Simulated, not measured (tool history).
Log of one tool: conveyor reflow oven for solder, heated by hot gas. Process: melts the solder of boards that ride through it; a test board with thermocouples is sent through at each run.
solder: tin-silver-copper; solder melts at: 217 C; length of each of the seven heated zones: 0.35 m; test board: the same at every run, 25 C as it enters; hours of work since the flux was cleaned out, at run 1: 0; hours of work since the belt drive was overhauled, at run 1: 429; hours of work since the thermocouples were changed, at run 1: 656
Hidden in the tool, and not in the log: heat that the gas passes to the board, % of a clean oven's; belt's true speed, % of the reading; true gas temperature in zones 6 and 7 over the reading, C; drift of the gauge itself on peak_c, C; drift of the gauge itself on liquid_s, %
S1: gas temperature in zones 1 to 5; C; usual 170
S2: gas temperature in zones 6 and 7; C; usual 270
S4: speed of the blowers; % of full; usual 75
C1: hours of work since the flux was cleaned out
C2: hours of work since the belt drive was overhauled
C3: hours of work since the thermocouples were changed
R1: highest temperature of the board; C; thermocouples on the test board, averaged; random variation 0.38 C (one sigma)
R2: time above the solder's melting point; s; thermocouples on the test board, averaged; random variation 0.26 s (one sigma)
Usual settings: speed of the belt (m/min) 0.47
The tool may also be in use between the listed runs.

run 1 hour=0 | S1=170 S2=270 speed_of_the_belt_(m/min)=0.47 S4=75 | C1=0 C2=429 C3=656 | R1=254.6 R2=68.7
run 2 hour=19.7 | S1=170 S2=270 speed_of_the_belt_(m/min)=0.47 S4=75 | C1=14 C2=443 C3=670 | R1=254.8 R2=68.5
run 3 hour=46.5 | S1=170 S2=270 speed_of_the_belt_(m/min)=0.47 S4=75 | C1=33 C2=461 C3=689 | R1=254.5 R2=67.9
-- hour=52.3 thermocouples of zones 6 and 7 changed
run 4 hour=73.7 | S1=170 S2=261 speed_of_the_belt_(m/min)=0.47 S4=75 | C1=50 C2=479 C3=15 | R1=249.1 R2=63.4
run 5 hour=89.6 | S1=170 S2=261 speed_of_the_belt_(m/min)=0.47 S4=75 | C1=61 C2=490 C3=26 | R1=248.7 R2=63.2
run 6 hour=113.7 | S1=170 S2=261 speed_of_the_belt_(m/min)=0.47 S4=75 | C1=78 C2=507 C3=43 | R1=248.7 R2=63.6
run 7 hour=126.1 | S1=170 S2=270 speed_of_the_belt_(m/min)=0.385 S4=75 | C1=87 C2=516 C3=52 | R1=260.8 R2=91.1
run 8 hour=137.2 | S1=170 S2=270 speed_of_the_belt_(m/min)=0.543 S4=75 | C1=95 C2=524 C3=60 | R1=251.8 R2=55.4
run 9 hour=157.1 | S1=170 S2=270 speed_of_the_belt_(m/min)=0.543 S4=75 | C1=109 C2=538 C3=74 | R1=251.8 R2=55.7
run 10 hour=171.7 | S1=170 S2=270 speed_of_the_belt_(m/min)=0.543 S4=75 | C1=119 C2=548 C3=84 | R1=251 R2=55.5
run 11 hour=190.3 | S1=170 S2=270 speed_of_the_belt_(m/min)=0.543 S4=75 | C1=132 C2=561 C3=97 | R1=250.7 R2=55.1
run 12 hour=203.2 | S1=170 S2=270 speed_of_the_belt_(m/min)=0.47 S4=75 | C1=141 C2=570 C3=106 | R1=255.2 R2=69.1
-- hour=229.5 flux residue cleaned out of gas plates and filters
run 13 hour=232.7 | S1=170 S2=270 speed_of_the_belt_(m/min)=0.47 S4=75 | C1=2 C2=587 C3=123 | R1=257.1 R2=70.2
run 14 hour=257.7 | S1=170 S2=270 speed_of_the_belt_(m/min)=0.47 S4=75 | C1=20 C2=605 C3=141 | R1=256.5 R2=69.9
run 15 hour=278.3 | S1=170 S2=270 speed_of_the_belt_(m/min)=0.47 S4=75 | C1=34 C2=619 C3=155 | R1=256.1 R2=69.8
run 16 hour=289.1 | S1=170 S2=270 speed_of_the_belt_(m/min)=0.383 S4=84 | C1=42 C2=627 C3=163 | R1=262.1 R2=93.4
run 17 hour=306.5 | S1=185 S2=259 speed_of_the_belt_(m/min)=0.515 S4=73 | C1=54 C2=639 C3=175 | R1=245.5 R2=61.4
run 18 hour=324.5 | S1=185 S2=259 speed_of_the_belt_(m/min)=0.515 S4=73 | C1=67 C2=652 C3=188 | R1=245.8 R2=61
run 19 hour=342.5 | S1=185 S2=259 speed_of_the_belt_(m/min)=0.515 S4=73 | C1=79 C2=664 C3=200 | R1=245.6 R2=60.8
run 20 hour=355.9 | S1=185 S2=259 speed_of_the_belt_(m/min)=0.515 S4=73 | C1=89 C2=674 C3=210 | R1=246.3 R2=61.5
run 21 hour=379.6 | S1=170 S2=283 speed_of_the_belt_(m/min)=0.47 S4=53 | C1=105 C2=690 C3=226 | R1=263.4 R2=73.4
run 22 hour=390.9 | S1=159 S2=280 speed_of_the_belt_(m/min)=0.47 S4=78 | C1=113 C2=698 C3=234 | R1=263 R2=70.5
run 23 hour=404.7 | S1=159 S2=280 speed_of_the_belt_(m/min)=0.423 S4=64 | C1=123 C2=708 C3=244 | R1=264.9 R2=79.5
run 24 hour=422.5 | S1=170 S2=277 speed_of_the_belt_(m/min)=0.548 S4=62 | C1=135 C2=720 C3=256 | R1=253.6 R2=56.3
run 25 hour=435.8 | S1=170 S2=260 speed_of_the_belt_(m/min)=0.487 S4=67 | C1=145 C2=730 C3=266 | R1=243.2 R2=56.7
run 26 hour=451.4 | S1=170 S2=260 speed_of_the_belt_(m/min)=0.487 S4=67 | C1=156 C2=741 C3=277 | R1=244 R2=56.5
-- hour=458.3 flux residue cleaned out of gas plates and filters
run 27 hour=472.8 | S1=170 S2=270 speed_of_the_belt_(m/min)=0.47 S4=72 | C1=10 C2=752 C3=288 | R1=256 R2=69.9
run 28 hour=484.5 | S1=170 S2=270 speed_of_the_belt_(m/min)=0.47 S4=72 | C1=18 C2=760 C3=296 | R1=256.5 R2=69.7
run 29 hour=503.6 | S1=179 S2=265 speed_of_the_belt_(m/min)=0.429 S4=63 | C1=32 C2=774 C3=310 | R1=253.4 R2=79.2

3 ways to go on from here, each from the tool as it stands after run 29. What would each give?
run A hour=516.8 | S1=175 S2=270 speed_of_the_belt_(m/min)=0.403 S4=75 | C1=41 C2=783 C3=319 | R1=? R2=?
run B hour=516.8 | S1=166 S2=269 speed_of_the_belt_(m/min)=0.47 S4=75 | C1=41 C2=783 C3=319 | R1=? R2=?
run C hour=516.8 | S1=179 S2=260 speed_of_the_belt_(m/min)=0.429 S4=63 | C1=41 C2=783 C3=319 | R1=? R2=?

run=A R1=260.2 R2=88.1
run=B R1=254.5 R2=67.2
run=C R1=249 R2=75.1
Without the tool's hidden state the same runs would have given:
run=A R1=260.9 R2=87.7
run=B R1=255.2 R2=67.1
run=C R1=249.7 R2=75
